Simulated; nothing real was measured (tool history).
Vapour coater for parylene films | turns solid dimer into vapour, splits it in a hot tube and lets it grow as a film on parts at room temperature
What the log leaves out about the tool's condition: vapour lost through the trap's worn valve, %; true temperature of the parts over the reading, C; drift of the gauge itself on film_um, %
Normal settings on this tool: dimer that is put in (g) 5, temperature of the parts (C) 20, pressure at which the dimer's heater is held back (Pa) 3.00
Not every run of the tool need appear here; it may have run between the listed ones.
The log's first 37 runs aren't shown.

run	hour	dimer that is put in (g)	temperature of the parts (C)	pressure at which the dimer's heater is held back (Pa)	hours of work since the trap's valve was overhauled	hours of work since the table's thermometer was calibrated	thickness of the film (nm)
38	1362.4	2	21	9.04	334	754	850
39	1385.3	2	21	9.04	353	773	860
40	1409.4	2	21	9.04	374	793	870
41	1436.4	6	21	8.40	396	816	2590
42	1466.0	5	18	4.45	421	841	2710
43	1501.5	7	24	4.72	451	871	3170
44	1531.6	9	23	3.00	476	896	4660
45	1565.5	2	14	3.96	505	925	1230
46	1606.7	7	18	3.00	539	959	4110
47	1626.5	8	25	3.42	556	976	3730

Below are 3 alternative next runs, each starting from the tool's condition after run 47. Predict each:
A	1664.0	2	20	2.41	588	1007	?
B	1664.0	5	16	3.93	588	1007	?
C	1664.0	4	13	4.39	588	1007	?

run	thickness of the film (nm)
A	1190
B	2900
C	2500
Without the tool's hidden state the same runs would have given:
run	thickness of the film (nm)
A	1320
B	3230
C	2790
